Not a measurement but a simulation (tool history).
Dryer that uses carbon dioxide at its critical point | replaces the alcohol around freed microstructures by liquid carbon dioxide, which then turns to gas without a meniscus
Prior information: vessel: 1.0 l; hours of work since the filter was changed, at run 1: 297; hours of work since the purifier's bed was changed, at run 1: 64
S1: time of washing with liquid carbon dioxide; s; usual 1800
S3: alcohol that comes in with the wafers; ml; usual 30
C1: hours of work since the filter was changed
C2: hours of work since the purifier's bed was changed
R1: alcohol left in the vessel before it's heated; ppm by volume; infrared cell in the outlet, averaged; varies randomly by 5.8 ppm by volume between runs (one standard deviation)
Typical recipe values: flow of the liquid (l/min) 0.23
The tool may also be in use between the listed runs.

{"run": 1, "hour": 0.0, "S1": 1800, "flow of the liquid (l/min)": 0.23, "S3": 30, "C1": 297, "C2": 64, "R1": 276}
{"run": 2, "hour": 6.1, "S1": 1920, "flow of the liquid (l/min)": 0.23, "S3": 30, "C1": 300, "C2": 66, "R1": 200}
{"run": 3, "hour": 14.8, "S1": 1800, "flow of the liquid (l/min)": 0.206, "S3": 30, "C1": 303, "C2": 69, "R1": 430}
{"run": 4, "hour": 24.9, "S1": 1740, "flow of the liquid (l/min)": 0.23, "S3": 30, "C1": 306, "C2": 73, "R1": 321}
{"run": 5, "hour": 32.5, "S1": 1740, "flow of the liquid (l/min)": 0.23, "S3": 30, "C1": 309, "C2": 76, "R1": 339}
{"run": 6, "hour": 41.4, "S1": 1740, "flow of the liquid (l/min)": 0.23, "S3": 30, "C1": 312, "C2": 79, "R1": 320}
{"run": 7, "hour": 45.7, "S1": 1740, "flow of the liquid (l/min)": 0.23, "S3": 30, "C1": 314, "C2": 80, "R1": 330}
{"run": 8, "hour": 52.8, "S1": 1740, "flow of the liquid (l/min)": 0.23, "S3": 30, "C1": 316, "C2": 83, "R1": 342}
{"run": 9, "hour": 59.4, "S1": 2760, "flow of the liquid (l/min)": 0.23, "S3": 30, "C1": 319, "C2": 85, "R1": 39}
{"run": 10, "hour": 65.2, "S1": 1800, "flow of the liquid (l/min)": 0.236, "S3": 30, "C1": 321, "C2": 87, "R1": 252}
{"run": 11, "hour": 70.9, "S1": 1800, "flow of the liquid (l/min)": 0.236, "S3": 30, "C1": 323, "C2": 89, "R1": 258}
{"run": 12, "hour": 76.2, "S1": 1800, "flow of the liquid (l/min)": 0.357, "S3": 30, "C1": 325, "C2": 91, "R1": 51}
{"run": 13, "hour": 82.2, "S1": 1800, "flow of the liquid (l/min)": 0.357, "S3": 30, "C1": 327, "C2": 93, "R1": 40}
{"run": 14, "hour": 87.3, "S1": 1800, "flow of the liquid (l/min)": 0.357, "S3": 20, "C1": 329, "C2": 95, "R1": 31}
{"run": 15, "hour": 97.4, "S1": 1800, "flow of the liquid (l/min)": 0.23, "S3": 30, "C1": 332, "C2": 99, "R1": 310}
{"run": 16, "hour": 107.0, "S1": 1800, "flow of the liquid (l/min)": 0.23, "S3": 30, "C1": 336, "C2": 102, "R1": 295}
{"run": 17, "hour": 116.9, "S1": 1800, "flow of the liquid (l/min)": 0.23, "S3": 30, "C1": 340, "C2": 106, "R1": 297}
{"run": 18, "hour": 125.2, "S1": 1800, "flow of the liquid (l/min)": 0.23, "S3": 21, "C1": 342, "C2": 109, "R1": 209}
{"run": 19, "hour": 134.5, "S1": 1800, "flow of the liquid (l/min)": 0.23, "S3": 30, "C1": 346, "C2": 112, "R1": 301}
{"run": 20, "hour": 145.0, "S1": 1800, "flow of the liquid (l/min)": 0.23, "S3": 66, "C1": 350, "C2": 116, "R1": 623}
{"hour": 150.4, "done": "inlet filter changed"}
{"run": 21, "hour": 155.6, "S1": 1800, "flow of the liquid (l/min)": 0.23, "S3": 30, "C1": 2, "C2": 119, "R1": 223}
{"run": 22, "hour": 165.7, "S1": 1380, "flow of the liquid (l/min)": 0.23, "S3": 30, "C1": 6, "C2": 123, "R1": 656}
{"run": 23, "hour": 174.8, "S1": 1380, "flow of the liquid (l/min)": 0.23, "S3": 76, "C1": 9, "C2": 126, "R1": 1657}
{"run": 24, "hour": 183.3, "S1": 1800, "flow of the liquid (l/min)": 0.23, "S3": 30, "C1": 12, "C2": 129, "R1": 230}
{"run": 25, "hour": 190.4, "S1": 2220, "flow of the liquid (l/min)": 0.19, "S3": 102, "C1": 14, "C2": 132, "R1": 627}
{"run": 26, "hour": 198.3, "S1": 1140, "flow of the liquid (l/min)": 0.19, "S3": 57, "C1": 17, "C2": 135, "R1": 4084}
{"run": 27, "hour": 208.1, "S1": 2280, "flow of the liquid (l/min)": 0.184, "S3": 114, "C1": 21, "C2": 138, "R1": 694}
{"run": 28, "hour": 215.4, "S1": 1560, "flow of the liquid (l/min)": 0.325, "S3": 114, "C1": 23, "C2": 141, "R1": 299}
{"run": 29, "hour": 221.1, "S1": 1260, "flow of the liquid (l/min)": 0.208, "S3": 76, "C1": 25, "C2": 143, "R1": 3279}
{"run": 30, "hour": 227.7, "S1": 1260, "flow of the liquid (l/min)": 0.208, "S3": 76, "C1": 28, "C2": 145, "R1": 3079}
{"run": 31, "hour": 237.2, "S1": 2760, "flow of the liquid (l/min)": 0.271, "S3": 35, "C1": 31, "C2": 149, "R1": 40}
{"run": 32, "hour": 247.3, "S1": 1200, "flow of the liquid (l/min)": 0.187, "S3": 103, "C1": 35, "C2": 152, "R1": 6826}
{"run": 33, "hour": 252.4, "S1": 1200, "flow of the liquid (l/min)": 0.187, "S3": 78, "C1": 37, "C2": 154, "R1": 4980}
{"run": 34, "hour": 258.1, "S1": 1200, "flow of the liquid (l/min)": 0.316, "S3": 54, "C1": 39, "C2": 156, "R1": 639}
{"run": 35, "hour": 265.7, "S1": 1200, "flow of the liquid (l/min)": 0.316, "S3": 54, "C1": 41, "C2": 159, "R1": 635}
{"run": 36, "hour": 276.0, "S1": 1080, "flow of the liquid (l/min)": 0.354, "S3": 103, "C1": 45, "C2": 163, "R1": 1162}
{"run": 37, "hour": 284.4, "S1": 1800, "flow of the liquid (l/min)": 0.23, "S3": 48, "C1": 48, "C2": 166, "R1": 367}
{"run": 38, "hour": 293.4, "S1": 1800, "flow of the liquid (l/min)": 0.23, "S3": 48, "C1": 51, "C2": 169, "R1": 365}
{"run": 39, "hour": 300.7, "S1": 1200, "flow of the liquid (l/min)": 0.23, "S3": 82, "C1": 54, "C2": 172, "R1": 2957}
{"run": 40, "hour": 308.0, "S1": 1200, "flow of the liquid (l/min)": 0.23, "S3": 82, "C1": 57, "C2": 174, "R1": 3038}
{"run": 41, "hour": 312.5, "S1": 1140, "flow of the liquid (l/min)": 0.337, "S3": 97, "C1": 58, "C2": 176, "R1": 1077}
{"run": 42, "hour": 317.3, "S1": 1320, "flow of the liquid (l/min)": 0.161, "S3": 20, "C1": 60, "C2": 178, "R1": 1548}
{"run": 43, "hour": 327.8, "S1": 1320, "flow of the liquid (l/min)": 0.161, "S3": 20, "C1": 64, "C2": 181, "R1": 1530}
{"run": 44, "hour": 338.2, "S1": 1320, "flow of the liquid (l/min)": 0.161, "S3": 20, "C1": 68, "C2": 185, "R1": 1550}
{"run": 45, "hour": 344.2, "S1": 1140, "flow of the liquid (l/min)": 0.201, "S3": 20, "C1": 70, "C2": 187, "R1": 1314}
{"run": 46, "hour": 349.0, "S1": 1200, "flow of the liquid (l/min)": 0.23, "S3": 72, "C1": 71, "C2": 189, "R1": 2712}
{"run": 47, "hour": 354.8, "S1": 1320, "flow of the liquid (l/min)": 0.211, "S3": 72, "C1": 73, "C2": 191, "R1": 2523}

Each row is a separate what-if for the run after 47, all from the same tool condition, not one after another. Results?
{"run": "A", "hour": 363.1, "S1": 1320, "flow of the liquid (l/min)": 0.163, "S3": 24, "C1": 76, "C2": 194, "R1": "?"}
{"run": "B", "hour": 363.1, "S1": 1320, "flow of the liquid (l/min)": 0.212, "S3": 35, "C1": 76, "C2": 194, "R1": "?"}
{"run": "C", "hour": 363.1, "S1": 1800, "flow of the liquid (l/min)": 0.296, "S3": 72, "C1": 76, "C2": 194, "R1": "?"}

run=A R1=1801
run=B R1=1285
run=C R1=171
Without the tool's unlogged condition, the same runs would have read:
run=A R1=1659
run=B R1=1152
run=C R1=116

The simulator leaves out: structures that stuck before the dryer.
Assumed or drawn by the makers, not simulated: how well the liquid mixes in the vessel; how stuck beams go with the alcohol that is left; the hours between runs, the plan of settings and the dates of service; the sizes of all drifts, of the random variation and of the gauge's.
